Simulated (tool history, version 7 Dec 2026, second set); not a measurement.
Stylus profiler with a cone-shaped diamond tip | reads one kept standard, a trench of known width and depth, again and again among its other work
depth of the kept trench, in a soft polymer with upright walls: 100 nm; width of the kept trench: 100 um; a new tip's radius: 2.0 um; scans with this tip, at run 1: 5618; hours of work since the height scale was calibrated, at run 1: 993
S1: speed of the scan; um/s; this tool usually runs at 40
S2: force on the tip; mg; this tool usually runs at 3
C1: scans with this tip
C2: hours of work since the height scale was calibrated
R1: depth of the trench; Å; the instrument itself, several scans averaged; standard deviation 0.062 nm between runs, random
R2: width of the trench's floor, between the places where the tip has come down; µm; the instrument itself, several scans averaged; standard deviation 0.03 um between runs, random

{"run": 1, "day": 0.0, "S1": 40, "S2": 3, "C1": 5618, "C2": 993, "R1": 1014.7, "R2": 98.6}
{"run": 2, "day": 4.462, "S1": 37, "S2": 3, "C1": 5939, "C2": 1049, "R1": 1013.1, "R2": 98.63}
{"day": 6.704, "done": "height scale calibrated on a step standard"}
{"run": 3, "day": 6.921, "S1": 37, "S2": 3, "C1": 6114, "C2": 3, "R1": 1014.9, "R2": 98.66}
{"run": 4, "day": 11.583, "S1": 37, "S2": 3, "C1": 6449, "C2": 62, "R1": 1014.7, "R2": 98.67}
{"run": 5, "day": 15.725, "S1": 40, "S2": 3, "C1": 6747, "C2": 115, "R1": 1014.6, "R2": 98.59}
{"run": 6, "day": 20.275, "S1": 40, "S2": 3, "C1": 7073, "C2": 172, "R1": 1015, "R2": 98.62}
{"run": 7, "day": 24.804, "S1": 40, "S2": 3, "C1": 7399, "C2": 230, "R1": 1015, "R2": 98.65}
{"run": 8, "day": 29.375, "S1": 40, "S2": 3, "C1": 7727, "C2": 288, "R1": 1014.7, "R2": 98.63}
{"run": 9, "day": 34.042, "S1": 31, "S2": 4.64, "C1": 8063, "C2": 347, "R1": 1019.5, "R2": 98.64}
{"run": 10, "day": 36.683, "S1": 31, "S2": 4.64, "C1": 8253, "C2": 381, "R1": 1020.8, "R2": 98.64}
{"run": 11, "day": 39.483, "S1": 42, "S2": 3, "C1": 8454, "C2": 416, "R1": 1014.2, "R2": 98.64}
{"run": 12, "day": 41.517, "S1": 18, "S2": 5.01, "C1": 8600, "C2": 442, "R1": 1019.9, "R2": 98.68}
{"run": 13, "day": 43.596, "S1": 40, "S2": 1.01, "C1": 8750, "C2": 468, "R1": 1007.1, "R2": 98.57}
{"run": 14, "day": 45.738, "S1": 40, "S2": 1.01, "C1": 8903, "C2": 496, "R1": 1007.6, "R2": 98.6}
{"run": 15, "day": 48.396, "S1": 40, "S2": 1.01, "C1": 9094, "C2": 529, "R1": 1007.3, "R2": 98.58}

What if the next run were any one of these 3? Each begins from the tool's condition after run 15:
{"run": "A", "day": 51.792, "S1": 100, "S2": 3, "C1": 9338, "C2": 572, "R1": "?", "R2": "?"}
{"run": "B", "day": 51.792, "S1": 110, "S2": 7.65, "C1": 9338, "C2": 572, "R1": "?", "R2": "?"}
{"run": "C", "day": 51.792, "S1": 90, "S2": 3, "C1": 9338, "C2": 572, "R1": "?", "R2": "?"}

run=A R1=1015.1 R2=98.48
run=B R1=1027.5 R2=98.52
run=C R1=1015.4 R2=98.52
Had the tool no hidden state, the same runs would have come out as:
run=A R1=1015.1 R2=98.49
run=B R1=1027.4 R2=98.53
run=C R1=1015.4 R2=98.52
